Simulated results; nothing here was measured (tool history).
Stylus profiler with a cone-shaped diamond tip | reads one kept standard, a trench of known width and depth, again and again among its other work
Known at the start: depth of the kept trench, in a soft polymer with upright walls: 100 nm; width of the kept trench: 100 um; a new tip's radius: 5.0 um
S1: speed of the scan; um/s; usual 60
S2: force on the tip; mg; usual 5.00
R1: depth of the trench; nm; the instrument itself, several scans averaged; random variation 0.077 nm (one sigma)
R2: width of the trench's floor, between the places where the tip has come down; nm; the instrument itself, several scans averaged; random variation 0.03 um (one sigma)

| run | hour | S1 | S2 | R1 | R2 |
|---|---|---|---|---|---|
| 1 | 0.0 | 60 | 5.00 | 102.95 | 97560 |
| 2 | 65.5 | 86 | 5.00 | 102.83 | 97500 |
| 3 | 154.7 | 86 | 5.00 | 102.95 | 97450 |
| 4 | 218.0 | 86 | 5.00 | 102.94 | 97430 |
| 5 | 307.4 | 54 | 5.00 | 102.95 | 97490 |
| 6 | 422.7 | 54 | 5.00 | 102.91 | 97560 |
| 7 | 506.3 | 54 | 5.00 | 102.94 | 97510 |
| 8 | 608.0 | 60 | 5.00 | 103.09 | 97480 |
| 9 | 667.9 | 60 | 13.60 | 105.42 | 97580 |
| 10 | 779.5 | 60 | 13.60 | 105.48 | 97580 |
| 11 | 872.9 | 60 | 5.00 | 103.12 | 97440 |
| 12 | 926.0 | 60 | 2.30 | 102.07 | 97370 |
| 13 | 981.4 | 60 | 5.00 | 103.16 | 97430 |
| 14 | 1078.5 | 60 | 2.11 | 101.94 | 97310 |
| 15 | 1146.2 | 60 | 2.11 | 101.94 | 97280 |
| 16 | 1209.4 | 60 | 5.00 | 103.25 | 97410 |
|  | 1238.5 | height scale calibrated on a step standard |
| 17 | 1302.4 | 60 | 5.00 | 103.14 | 97360 |
| 18 | 1411.4 | 60 | 9.98 | 104.82 | 97450 |
| 19 | 1482.4 | 15 | 5.00 | 103.26 | 97560 |
| 20 | 1580.7 | 60 | 5.00 | 103.12 | 97360 |
| 21 | 1668.6 | 60 | 5.00 | 103.19 | 97370 |
|  | 1717.4 | height scale calibrated on a step standard, once more |
| 22 | 1741.3 | 60 | 5.00 | 102.50 | 97320 |

The next listed run, before its measurement:
| 23 | 1831.0 | 19 | 5.00 | ? | ? |

{"run 23": {"R1": 102.49, "R2": 97530}}
Without the tool's hidden state the same run would have given R1 102.47 nm, R2 97970 nm.

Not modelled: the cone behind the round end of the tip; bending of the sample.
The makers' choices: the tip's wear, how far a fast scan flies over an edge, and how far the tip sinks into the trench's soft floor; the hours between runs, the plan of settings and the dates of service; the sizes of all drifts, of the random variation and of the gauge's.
